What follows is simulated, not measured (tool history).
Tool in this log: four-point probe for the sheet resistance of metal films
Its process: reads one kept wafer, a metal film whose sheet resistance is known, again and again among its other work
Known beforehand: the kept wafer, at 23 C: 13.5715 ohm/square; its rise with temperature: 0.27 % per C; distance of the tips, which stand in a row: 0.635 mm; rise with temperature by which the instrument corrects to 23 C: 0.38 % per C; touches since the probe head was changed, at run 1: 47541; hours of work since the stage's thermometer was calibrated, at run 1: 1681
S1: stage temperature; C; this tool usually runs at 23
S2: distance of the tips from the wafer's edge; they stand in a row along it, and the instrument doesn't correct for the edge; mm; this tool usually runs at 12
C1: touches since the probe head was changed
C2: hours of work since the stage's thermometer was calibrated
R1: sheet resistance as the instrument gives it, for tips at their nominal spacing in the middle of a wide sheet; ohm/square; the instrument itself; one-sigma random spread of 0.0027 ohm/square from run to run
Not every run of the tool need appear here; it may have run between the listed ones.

run	hour	S1	S2	C1	C2	R1
1	0.0	23	12	47541	1681	13.588021
2	91.0	23	16	50822	1746	13.575964
3	181.0	23	16	54068	1811	13.578128
4	266.9	23	16	57164	1873	13.580008
5	366.0	23	14	60739	1944	13.583342
6	480.9	23	14	64883	2027	13.587959
7	560.3	23	14	67745	2085	13.583532
8	646.1	23	12	70840	2146	13.591857
9	743.7	23	12	74361	2217	13.588960
10	813.1	23	12	76860	2267	13.587981
11	879.7	23	12	79264	2315	13.585088
12	998.8	23	12	83557	2401	13.591729
13	1091.2	23	4	86889	2467	13.749684
# hour 1163.3: new probe head fitted
14	1166.1	23	4	97	2521	13.752968
15	1265.8	23	4	3695	2592	13.753493
16	1381.6	23	4	7871	2676	13.750645
17	1452.9	23	4	10443	2727	13.753748
18	1552.8	23	4	14044	2799	13.757528
19	1643.6	19	4	17318	2865	13.816002
20	1708.4	19	4	19656	2912	13.811493
# hour 1758.7: stage's thermometer calibrated
21	1822.2	19	5	23742	46	13.753319
22	1921.6	19	5	27325	117	13.752055
23	2030.1	19	5	31239	196	13.752695
24	2106.2	26	37	33984	251	13.530644
25	2160.4	28	21	35938	290	13.500479
26	2224.8	30	32	38258	336	13.468748
27	2286.9	30	32	40497	381	13.469731
28	2386.6	30	32	44092	453	13.473625
29	2435.4	30	32	45853	488	13.469702
30	2528.3	30	32	49203	555	13.469782
31	2647.1	24	8	53487	641	13.599789
32	2756.7	24	8	57441	720	13.599776
33	2877.7	24	8	61804	807	13.597938
34	2945.4	23	52	64243	856	13.573777
35	2995.1	21	13	66038	891	13.617373
36	3068.2	32	4	68673	944	13.619461
37	3188.3	26	4	73002	1031	13.706314
38	3300.6	26	4	77052	1112	13.704578
39	3390.1	26	4	80281	1176	13.711788
40	3493.6	26	4	84011	1251	13.706007
41	3588.0	25	10	87418	1319	13.569028
# hour 3642.7: new probe head fitted
42	3686.1	25	10	1564	1389	13.568677
43	3791.0	23	18	5344	1465	13.579811
44	3850.9	23	18	7507	1508	13.576308
45	3965.0	23	18	11621	1590	13.578873

Branching from run 45: 4 alternative next runs. What would each branch give?
A	4069.6	29	5	15392	1665	?
B	4069.6	29	33	15392	1665	?
C	4069.6	35	5	15392	1665	?
D	4069.6	27	5	15392	1665	?

run	R1
A	13.598206
B	13.485621
C	13.514773
D	13.624427
Stripped of hidden state, with their random variation kept, the same runs would have yielded:
run	R1
A	13.599468
B	13.486873
C	13.516025
D	13.625692

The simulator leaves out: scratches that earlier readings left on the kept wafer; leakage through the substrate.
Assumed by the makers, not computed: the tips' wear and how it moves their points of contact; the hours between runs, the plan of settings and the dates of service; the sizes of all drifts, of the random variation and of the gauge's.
